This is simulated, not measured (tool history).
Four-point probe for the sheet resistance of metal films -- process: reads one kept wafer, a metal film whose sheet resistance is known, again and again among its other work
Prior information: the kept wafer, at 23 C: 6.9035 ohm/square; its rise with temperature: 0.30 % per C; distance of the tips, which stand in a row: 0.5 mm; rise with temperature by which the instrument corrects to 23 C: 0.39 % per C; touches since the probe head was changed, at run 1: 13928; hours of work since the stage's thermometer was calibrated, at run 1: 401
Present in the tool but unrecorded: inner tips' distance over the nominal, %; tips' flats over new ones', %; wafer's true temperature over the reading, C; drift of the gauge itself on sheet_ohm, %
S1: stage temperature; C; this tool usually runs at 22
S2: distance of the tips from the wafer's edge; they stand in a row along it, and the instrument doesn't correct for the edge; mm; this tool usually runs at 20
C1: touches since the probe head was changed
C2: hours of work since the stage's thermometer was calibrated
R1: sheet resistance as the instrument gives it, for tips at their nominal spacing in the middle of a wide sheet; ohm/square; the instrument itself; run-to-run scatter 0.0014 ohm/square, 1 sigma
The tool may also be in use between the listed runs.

run,hour,S1,S2,C1,C2,R1
1,0,22,20,13928,401,6.899586
2,18.5,22,20,14326,415,6.900885
3,33.2,22,20,14644,426,6.899941
4,46.9,22,23,14939,436,6.900815
5,60.2,22,20,15226,446,6.900498
6,76.3,21,20,15572,458,6.906662
7,88.2,21,20,15829,467,6.903435
8,101.5,27,20,16116,477,6.867845
9,116.2,27,20,16433,488,6.868226
10,130.7,27,37,16746,499,6.867493
11,141.4,27,37,16976,507,6.865882
12,162.5,27,37,17430,523,6.866274
13,173.7,22,20,17673,532,6.90118
14,194.5,22,48,18121,547,6.89326
15,208.8,22,20,18428,558,6.899032
16,222.2,22,20,18716,568,6.900984
17,240.3,22,20,19106,582,6.897778
18,251.3,22,20,19345,590,6.896365
19,266.6,22,20,19673,602,6.897947
20,277.4,22,20,19908,610,6.898278
21,299.5,22,20,20383,626,6.899078
22,317.7,22,20,20776,640,6.896058
23,340.8,23,32,21272,658,6.889913
24,361.9,21,46,21729,674,6.900601
25,373.2,27,52,21972,682,6.863111
26,384.5,28,40,22215,691,6.859331
27,399.6,21,11,22540,702,6.909803
28,420.8,22,17,22997,718,6.897749
29,438.9,22,17,23388,732,6.897286
30,450.7,31,11,23641,740,6.845968
31,463.7,31,24,23923,750,6.840163
32,487,29,3,24425,768,6.948778
33,498.3,32,14,24668,776,6.835361
34,512.6,22,56,24977,787,6.895874
35,534.2,19,9,25442,803,6.926797
36,546.2,19,9,25699,812,6.924437
37,566.4,27,6,26137,828,6.887907
38,586.8,27,6,26575,843,6.888503
39,600,20,3,26861,853,7.009781
40,618.7,31,5,27262,867,6.874564
41,640.5,26,63,27733,884,6.86656
42,653.3,26,63,28008,893,6.866322
43,669.4,26,63,28356,905,6.866439
44,679.6,19,67,28576,913,6.911654

For some of the steps in R1 from one run to the next: how much would appear even if the tool had no hidden state, given the settings, what came in and random variation, and how much remains for the hidden state plus any gauge scatter that the measured result and the result without hidden state don't share?
Run 31 -> 32: S1 31 -> 29, S2 24 -> 3. R1 +0.108615 ohm/square: hidden state -0.000395, all else +0.10901.
Run 32 -> 33: S1 29 -> 32, S2 3 -> 14. R1 -0.113417 ohm/square: hidden state +0.000165, all else -0.113582.
Run 34 -> 35: S1 22 -> 19, S2 56 -> 9. R1 +0.030923 ohm/square: hidden state -0.00022, all else +0.031143.
Run 38 -> 39: S1 27 -> 20, S2 6 -> 3. R1 +0.121278 ohm/square: hidden state -0.000348, all else +0.121626.
Run 39 -> 40: S1 20 -> 31, S2 3 -> 5. R1 -0.135217 ohm/square: hidden state +0.000139, all else -0.135356.

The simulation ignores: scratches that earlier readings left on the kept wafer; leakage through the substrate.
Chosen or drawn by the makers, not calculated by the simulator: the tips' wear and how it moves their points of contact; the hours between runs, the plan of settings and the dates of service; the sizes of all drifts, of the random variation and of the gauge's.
